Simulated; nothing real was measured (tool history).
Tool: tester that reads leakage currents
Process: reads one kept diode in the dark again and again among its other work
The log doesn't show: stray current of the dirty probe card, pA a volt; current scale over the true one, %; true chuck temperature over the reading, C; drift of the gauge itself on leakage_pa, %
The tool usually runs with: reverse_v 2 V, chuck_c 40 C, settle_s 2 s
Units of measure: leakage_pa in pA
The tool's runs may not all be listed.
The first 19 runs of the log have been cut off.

run    hour  reverse_v  chuck_c  settle_s  hours of work since the probe card was cleaned  hours of work since the tester was calibrated  hours of work since the chuck was calibrated  leakage_pa
 20  1874.3          2       40      8.49                                             267                                            514                                          1225      170.85
 21  1989.8          2       40      5.66                                             331                                            578                                          1290      170.94
 22    2097       1.09       45      4.69                                             390                                            637                                          1349      200.05
 23  2176.4       1.09       45      4.69                                             434                                            681                                          1393      199.25
 24  2253.3       1.09       45      4.69                                             477                                            724                                          1436      198.74
 25  2382.7        2.8       31      2.04                                             549                                            796                                          1507       93.71
 26    2472        2.8       31      2.04                                             598                                            845                                          1557       93.96
 27  2582.6       3.05       40      0.38                                             660                                            906                                          1618      204.57
 28  2704.6       2.07       32      1.53                                             727                                            974                                          1686       90.72
 29  2813.3       9.74       28      0.33                                             788                                           1035                                          1746      125.47
 30  2920.5       9.74       28      0.33                                             847                                           1094                                          1806      125.15
 31  3023.3       9.74       28      0.33                                             904                                           1151                                          1863      124.85
 32    3083       9.74       28      0.33                                             937                                           1184                                          1896      124.83
     3114.2  -- chuck's temperature calibrated
 33  3205.2       9.74       28      0.33                                            1004                                           1251                                            50      124.48
 34  3341.6       1.56       28      0.33                                            1080                                           1326                                           126       58.71
 35  3461.5          2       23      2.39                                            1146                                           1393                                           193       41.08
 36    3577       1.44       40      2.32                                            1210                                           1457                                           257      149.73
 37  3641.1       1.44       40      2.32                                            1246                                           1493                                           292       150.9
 38  3777.1       1.44       40      2.32                                            1321                                           1568                                           368      150.27
 39  3901.8      15.79       40      4.73                                            1390                                           1637                                           437      387.58
 40  4030.9      15.79       40      4.73                                            1462                                           1709                                           509      387.95
 41  4138.1      15.79       40      4.73                                            1521                                           1768                                           568      386.27

Branching from run 41: 3 alternative next runs. What would each branch give?
  A  4218.2       2.15       40      4.66                                            1566                                           1813                                           612           ?
  B  4218.2       1.38       40       2.3                                            1566                                           1813                                           612           ?
  C  4218.2       8.15       22      4.73                                            1566                                           1813                                           612           ?

run  leakage_pa
  A      175.83
  B      147.87
  C       65.43
The same runs, with their run-to-run variation unchanged, on a tool lacking any hidden condition would have given:
run  leakage_pa
  A       175.8
  B      147.85
  C       65.41
